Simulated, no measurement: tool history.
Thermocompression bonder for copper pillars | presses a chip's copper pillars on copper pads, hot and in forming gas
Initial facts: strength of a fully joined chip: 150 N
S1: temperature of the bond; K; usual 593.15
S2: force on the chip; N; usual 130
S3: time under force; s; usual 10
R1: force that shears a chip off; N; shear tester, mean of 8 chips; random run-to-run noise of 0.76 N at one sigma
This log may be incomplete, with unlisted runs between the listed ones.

| run | hour | S1 | S2 | S3 | R1 |
|---|---|---|---|---|---|
| 1 | 0 | 593.15 | 130 | 10 | 94.4 |
|  | 29.3 | forming gas filter changed |
| 2 | 35.5 | 593.15 | 130 | 10 | 99.4 |
| 3 | 92.6 | 593.15 | 130 | 14 | 110 |
| 4 | 152.8 | 593.15 | 130 | 14 | 107.5 |
| 5 | 199.4 | 593.15 | 130 | 14 | 106.8 |
| 6 | 274 | 593.15 | 130 | 12 | 102.4 |
| 7 | 316.7 | 593.15 | 130 | 12 | 101.1 |
| 8 | 391.3 | 593.15 | 130 | 12 | 99.8 |
|  | 409.4 | forming gas filter changed |
| 9 | 446.5 | 593.15 | 130 | 10 | 101.6 |
| 10 | 487.9 | 593.15 | 130 | 10 | 101.5 |
| 11 | 546 | 593.15 | 130 | 10 | 100.3 |
| 12 | 610.9 | 593.15 | 130 | 10 | 98.7 |
| 13 | 664.1 | 593.15 | 130 | 10 | 99.7 |
| 14 | 726.4 | 581.15 | 130 | 10 | 91.5 |
|  | 785.9 | forming gas filter changed |
| 15 | 795.9 | 608.15 | 93 | 13 | 99.7 |
| 16 | 842.5 | 577.15 | 130 | 6 | 77.6 |
| 17 | 892.4 | 586.15 | 169 | 6 | 97.6 |
| 18 | 956.8 | 586.15 | 169 | 5 | 92.4 |
|  | 979.9 | force cell calibrated |
| 19 | 1001.9 | 579.15 | 169 | 21 | 121.6 |
| 20 | 1040.3 | 579.15 | 169 | 21 | 121.1 |
| 21 | 1085.9 | 582.15 | 117 | 8 | 79.2 |
| 22 | 1144.6 | 585.15 | 79 | 7 | 57.8 |
|  | 1164.8 | forming gas filter changed |
| 23 | 1184.8 | 593.15 | 130 | 18 | 116.9 |
| 24 | 1226 | 590.15 | 176 | 18 | 129.6 |
| 25 | 1269.8 | 593.15 | 130 | 10 | 101.8 |
| 26 | 1328.9 | 593.15 | 156 | 10 | 111.2 |
| 27 | 1390.4 | 595.15 | 156 | 19 | 124.7 |

Run 28, settings as shown, results not yet in. Your forecast:
| 28 | 1423 | 595.15 | 156 | 19 | ? |

R1: 123.5 N
On a tool with no hidden condition, and with the same random variation, this run would have come out at R1 124 N.
